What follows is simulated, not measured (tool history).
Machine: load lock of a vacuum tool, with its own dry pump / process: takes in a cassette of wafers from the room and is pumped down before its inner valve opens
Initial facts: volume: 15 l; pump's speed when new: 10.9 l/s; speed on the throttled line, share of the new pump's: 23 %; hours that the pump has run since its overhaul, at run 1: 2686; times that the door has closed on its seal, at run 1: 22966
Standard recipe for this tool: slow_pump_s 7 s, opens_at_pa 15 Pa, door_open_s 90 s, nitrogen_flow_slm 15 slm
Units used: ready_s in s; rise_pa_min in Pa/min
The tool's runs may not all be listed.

run,hour,slow_pump_s,opens_at_pa,door_open_s,nitrogen_flow_slm,hours that the pump has run since its overhaul,times that the door has closed on its seal,"incoming humidity of the room's air, %",ready_s,rise_pa_min
1,0.0,7,15,90,15,2686,22966,43.8,17.9,0.157
2,726.8,7,15,90,15,3413,25165,43.2,17.9,0.177
3,1346.8,7,15,90,15,4033,27040,43.7,17.8,0.185
4,2077.2,7,15,90,15,4763,29249,47.1,17.9,0.208
5,2541.6,7,15,90,15,5227,30654,44.2,18.1,0.222
6,3268.9,7,15,90,15,5955,32854,48.2,18.1,0.236
7,3641.5,7,25,90,15,6327,33981,42.8,17.3,0.239
8,4355.2,7,25,90,15,7041,36140,46.8,17.5,0.265
9,4988.2,6,15,90,15,7674,38055,45.6,17.2,0.276
10,5399.0,12,30,73,5,8085,39298,45.2,21.0,0.286
11,5876.8,8,20,90,5,8563,40743,48.5,18.5,0.321
12,6288.0,7,12,90,15,8974,41987,44.8,18.5,0.296
13,6838.1,7,12,90,15,9524,43651,42.6,18.3,0.314
14,7248.9,7,15,42,15,9935,44894,46.4,18.2,0.316

How would selected steps in ready_s from run to run divide? Give the signed amount a tool lacking its hidden state would still show from settings, what came in and random variation, and the signed amount left for the hidden state, including any gauge scatter that is not in both of the compared results.
What the log doesn't record here: pump's speed, % of a new pump's; leak at the door's seal, Pa l/s; drift of the gauge itself on ready_s, %; drift of the gauge itself on rise_pa_min, %.
Run 2 -> 3: no setting changed, nothing entered. ready_s -0.1 s: hidden state +0.1, all else -0.2.
Run 9 -> 10: slow_pump_s 6 -> 12, opens_at_pa 15 -> 30, door_open_s 90 -> 73, nitrogen_flow_slm 15 -> 5. ready_s +3.8 s: hidden state -0.1, all else +3.9.
